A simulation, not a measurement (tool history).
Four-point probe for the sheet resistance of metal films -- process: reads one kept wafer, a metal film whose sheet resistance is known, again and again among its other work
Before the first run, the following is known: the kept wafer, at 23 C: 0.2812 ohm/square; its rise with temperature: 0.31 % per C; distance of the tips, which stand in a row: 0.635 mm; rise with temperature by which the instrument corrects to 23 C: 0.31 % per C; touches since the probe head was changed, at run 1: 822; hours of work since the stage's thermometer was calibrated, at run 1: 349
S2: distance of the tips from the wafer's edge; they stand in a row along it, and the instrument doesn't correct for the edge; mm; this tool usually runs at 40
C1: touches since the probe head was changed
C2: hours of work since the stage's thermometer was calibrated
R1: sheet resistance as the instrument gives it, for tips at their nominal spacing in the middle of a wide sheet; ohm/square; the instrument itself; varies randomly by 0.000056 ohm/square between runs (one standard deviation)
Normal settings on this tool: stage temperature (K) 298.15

{"run": 1, "day": 0.0, "stage temperature (K)": 298.15, "S2": 40, "C1": 822, "C2": 349, "R1": 0.280511}
{"run": 2, "day": 2.283, "stage temperature (K)": 298.15, "S2": 4, "C1": 1948, "C2": 384, "R1": 0.284188}
{"run": 3, "day": 3.917, "stage temperature (K)": 298.15, "S2": 4, "C1": 2754, "C2": 409, "R1": 0.284293}
{"run": 4, "day": 6.621, "stage temperature (K)": 302.15, "S2": 4, "C1": 4086, "C2": 451, "R1": 0.28418}
{"run": 5, "day": 8.292, "stage temperature (K)": 302.15, "S2": 4, "C1": 4909, "C2": 477, "R1": 0.284142}
{"run": 6, "day": 9.729, "stage temperature (K)": 298.15, "S2": 40, "C1": 5620, "C2": 499, "R1": 0.280307}
{"run": 7, "day": 12.471, "stage temperature (K)": 298.15, "S2": 4, "C1": 6970, "C2": 541, "R1": 0.284}
{"run": 8, "day": 13.821, "stage temperature (K)": 298.15, "S2": 3, "C1": 7636, "C2": 562, "R1": 0.286904}
{"run": 9, "day": 16.617, "stage temperature (K)": 298.15, "S2": 40, "C1": 9015, "C2": 605, "R1": 0.280132}
{"run": 10, "day": 18.412, "stage temperature (K)": 298.15, "S2": 40, "C1": 9900, "C2": 633, "R1": 0.28012}
{"run": 11, "day": 20.371, "stage temperature (K)": 298.15, "S2": 40, "C1": 10865, "C2": 663, "R1": 0.280237}
{"run": 12, "day": 23.467, "stage temperature (K)": 296.15, "S2": 40, "C1": 12391, "C2": 710, "R1": 0.280059}
{"run": 13, "day": 26.488, "stage temperature (K)": 296.15, "S2": 40, "C1": 13882, "C2": 757, "R1": 0.280031}
{"day": 26.771, "done": "stage's thermometer calibrated"}
{"run": 14, "day": 27.854, "stage temperature (K)": 298.15, "S2": 68, "C1": 14545, "C2": 17, "R1": 0.280036}
{"run": 15, "day": 30.546, "stage temperature (K)": 298.15, "S2": 40, "C1": 15872, "C2": 58, "R1": 0.28003}
{"run": 16, "day": 32.017, "stage temperature (K)": 298.15, "S2": 40, "C1": 16597, "C2": 81, "R1": 0.279961}
{"run": 17, "day": 34.608, "stage temperature (K)": 298.15, "S2": 40, "C1": 17874, "C2": 121, "R1": 0.27997}
{"run": 18, "day": 36.696, "stage temperature (K)": 298.15, "S2": 42, "C1": 18904, "C2": 153, "R1": 0.279933}
{"run": 19, "day": 38.754, "stage temperature (K)": 298.15, "S2": 42, "C1": 19918, "C2": 185, "R1": 0.279939}
{"run": 20, "day": 41.683, "stage temperature (K)": 298.15, "S2": 40, "C1": 21363, "C2": 230, "R1": 0.27978}
{"day": 41.975, "done": "stage's thermometer calibrated, once more"}
{"run": 21, "day": 43.512, "stage temperature (K)": 298.15, "S2": 40, "C1": 22254, "C2": 24, "R1": 0.279923}
{"run": 22, "day": 46.188, "stage temperature (K)": 300.15, "S2": 40, "C1": 23572, "C2": 65, "R1": 0.279964}
{"run": 23, "day": 49.288, "stage temperature (K)": 299.15, "S2": 4, "C1": 25101, "C2": 113, "R1": 0.283636}
{"run": 24, "day": 51.546, "stage temperature (K)": 299.15, "S2": 4, "C1": 26215, "C2": 147, "R1": 0.283522}
{"run": 25, "day": 52.896, "stage temperature (K)": 291.15, "S2": 40, "C1": 26879, "C2": 168, "R1": 0.27972}
{"run": 26, "day": 55.008, "stage temperature (K)": 299.15, "S2": 40, "C1": 27922, "C2": 201, "R1": 0.279913}
{"run": 27, "day": 57.729, "stage temperature (K)": 295.15, "S2": 12, "C1": 29263, "C2": 243, "R1": 0.280069}
{"run": 28, "day": 60.404, "stage temperature (K)": 295.15, "S2": 12, "C1": 30582, "C2": 284, "R1": 0.280078}
{"run": 29, "day": 63.346, "stage temperature (K)": 293.15, "S2": 31, "C1": 32031, "C2": 329, "R1": 0.27954}
{"run": 30, "day": 65.738, "stage temperature (K)": 293.15, "S2": 31, "C1": 33212, "C2": 366, "R1": 0.279536}
{"run": 31, "day": 68.821, "stage temperature (K)": 293.15, "S2": 4, "C1": 34732, "C2": 413, "R1": 0.283168}
{"run": 32, "day": 70.433, "stage temperature (K)": 292.15, "S2": 40, "C1": 35526, "C2": 438, "R1": 0.279432}
{"run": 33, "day": 73.038, "stage temperature (K)": 302.15, "S2": 16, "C1": 36811, "C2": 478, "R1": 0.279763}
{"run": 34, "day": 75.808, "stage temperature (K)": 298.15, "S2": 13, "C1": 38177, "C2": 521, "R1": 0.279721}
{"run": 35, "day": 77.183, "stage temperature (K)": 298.15, "S2": 13, "C1": 38853, "C2": 542, "R1": 0.279739}
{"run": 36, "day": 79.367, "stage temperature (K)": 292.15, "S2": 11, "C1": 39931, "C2": 576, "R1": 0.279719}
{"run": 37, "day": 81.479, "stage temperature (K)": 307.15, "S2": 16, "C1": 40973, "C2": 608, "R1": 0.279648}
{"run": 38, "day": 84.267, "stage temperature (K)": 307.15, "S2": 16, "C1": 42347, "C2": 651, "R1": 0.279665}
{"run": 39, "day": 86.704, "stage temperature (K)": 303.15, "S2": 9, "C1": 43549, "C2": 689, "R1": 0.28}
{"run": 40, "day": 88.796, "stage temperature (K)": 303.15, "S2": 40, "C1": 44579, "C2": 721, "R1": 0.279273}
{"run": 41, "day": 90.817, "stage temperature (K)": 303.15, "S2": 40, "C1": 45576, "C2": 752, "R1": 0.279272}
{"run": 42, "day": 93.179, "stage temperature (K)": 300.15, "S2": 58, "C1": 46741, "C2": 789, "R1": 0.279163}
{"run": 43, "day": 96.117, "stage temperature (K)": 300.15, "S2": 40, "C1": 48189, "C2": 834, "R1": 0.278998}
{"run": 44, "day": 98.362, "stage temperature (K)": 301.15, "S2": 45, "C1": 49296, "C2": 868, "R1": 0.279071}

Branching from run 44: 3 alternative next runs. What would each branch give?
{"run": "A", "day": 100.629, "stage temperature (K)": 308.15, "S2": 4, "C1": 50413, "C2": 903, "R1": "?"}
{"run": "B", "day": 100.629, "stage temperature (K)": 302.15, "S2": 16, "C1": 50413, "C2": 903, "R1": "?"}
{"run": "C", "day": 100.629, "stage temperature (K)": 303.15, "S2": 53, "C1": 50413, "C2": 903, "R1": "?"}

run=A R1=0.28293
run=B R1=0.27926
run=C R1=0.279077
With the hidden condition removed and each run's random variation left untouched, the same runs would have given:
run=A R1=0.285181
run=B R1=0.281488
run=C R1=0.281303
